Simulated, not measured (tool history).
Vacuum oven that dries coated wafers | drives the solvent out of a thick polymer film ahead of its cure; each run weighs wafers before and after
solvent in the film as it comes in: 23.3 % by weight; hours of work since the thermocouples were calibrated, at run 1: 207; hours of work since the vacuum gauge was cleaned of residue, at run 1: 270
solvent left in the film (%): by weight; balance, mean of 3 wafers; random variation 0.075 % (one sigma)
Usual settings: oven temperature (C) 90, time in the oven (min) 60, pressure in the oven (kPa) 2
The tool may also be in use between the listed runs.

run    hour  oven temperature (C)  time in the oven (min)  pressure in the oven (kPa)  hours of work since the thermocouples were calibrated  hours of work since the vacuum gauge was cleaned of residue  solvent left in the film (%)
  1       0                    90                      60                           2                                                    207                                                          270                          5.63
  2    36.8                    90                      60                           2                                                    226                                                          289                          5.49
  3    87.9                    90                      60                           2                                                    251                                                          314                          5.54
  4   146.5                    90                      60                           2                                                    281                                                          344                          5.48
  5     198                    90                      60                           2                                                    306                                                          369                           5.4
  6   248.9                    90                      59                           2                                                    332                                                          395                          5.75
  7   295.8                    90                      60                           2                                                    355                                                          418                          5.58
  8   347.8                    90                      34                           2                                                    381                                                          444                          9.05
  9   374.3                    90                      60                           2                                                    395                                                          457                          5.75
 10   404.6                    90                      45                           2                                                    410                                                          473                          7.34
 11   437.3                    90                      39                           2                                                    426                                                          489                          8.24
 12   488.6                    90                      39                           2                                                    452                                                          515                          8.19
 13     533                    90                      39                           2                                                    474                                                          537                          8.12
 14   569.4                    90                      39                           2                                                    492                                                          555                           8.3
 15   633.8                    90                      39                           2                                                    524                                                          587                          8.47
 16   665.4                    90                      39                           2                                                    540                                                          603                          8.39
 17   701.9                    90                      88                           2                                                    558                                                          621                          3.63
 18   745.8                    90                      60                           2                                                    580                                                          643                          5.61
 19   791.4                    90                      60                           2                                                    603                                                          666                          5.47
 20   848.9                    90                      49                           2                                                    632                                                          695                          6.73
 21   876.9                    90                      31                           2                                                    646                                                          709                          9.66
 22   905.7                    90                      31                           2                                                    660                                                          723                          9.82
 23   941.7                    90                      60                           2                                                    678                                                          741                          5.65
 24   975.4                    90                      60                           2                                                    695                                                          758                          5.54
 25  1031.4                    78                      47                        6.54                                                    723                                                          786                         14.63
 26  1064.9                    94                      34                        1.12                                                    740                                                          803                          7.47
 27  1098.6                   102                      34                        1.12                                                    757                                                          820                          5.16
 28  1162.3                   102                      56                        5.54                                                    789                                                          852                          4.77
 29  1215.9                   102                      56                        5.54                                                    815                                                          878                          4.67
 30  1272.8                   102                      54                        1.67                                                    844                                                          907                          2.93
 31  1313.3                    79                      43                        2.53                                                    864                                                          927                          11.4
 32    1345                    99                      55                        2.29                                                    880                                                          943                          3.89
 33  1402.1                    90                      80                        7.74                                                    909                                                          971                           8.4
 34  1444.3                    86                      80                        7.74                                                    930                                                          993                         10.11
 35  1497.5                    90                     105                         3.8                                                    956                                                         1019                          4.26
 36    1550                    90                      76                        6.05                                                    983                                                         1045                          7.17
 37  1588.4                   101                      43                           2                                                   1002                                                         1065                           4.4
 38  1651.2                   101                      43                           2                                                   1033                                                         1096                          4.38
 39  1699.5                   101                      43                           2                                                   1057                                                         1120                          4.29
 40  1754.9                    76                      56                           2                                                   1085                                                         1148                         10.73
 41  1785.8                   102                     102                           2                                                   1100                                                         1163                           1.4
 42  1829.6                    76                      56                        5.68                                                   1122                                                         1185                         14.31
 43  1861.2                    76                      56                        5.68                                                   1138                                                         1201                         14.21
 44  1913.7                    76                      56                        5.68                                                   1164                                                         1227                            14
 45  1977.4                   105                      60                        2.91                                                   1196                                                         1259                          2.55
 46    2014                    76                      60                         4.1                                                   1215                                                         1277                         11.76
 47  2062.3                    96                      56                        1.43                                                   1239                                                         1302                          3.85
 48  2108.5                    90                      60                        6.07                                                   1262                                                         1325                          8.44

3 ways to go on from here, each from the tool as it stands after run 48. What would each give?
  A  2136                    90                      50                        4.89                                                   1276                                                         1338                             ?
  B  2136                   104                      60                           2                                                   1276                                                         1338                             ?
  C  2136                    91                     102                           2                                                   1276                                                         1338                             ?

run  solvent left in the film (%)
  A                          8.69
  B                          2.28
  C                          2.82
Without the tool's hidden state the same runs would have given:
run  solvent left in the film (%)
  A                          8.72
  B                          2.29
  C                          2.82
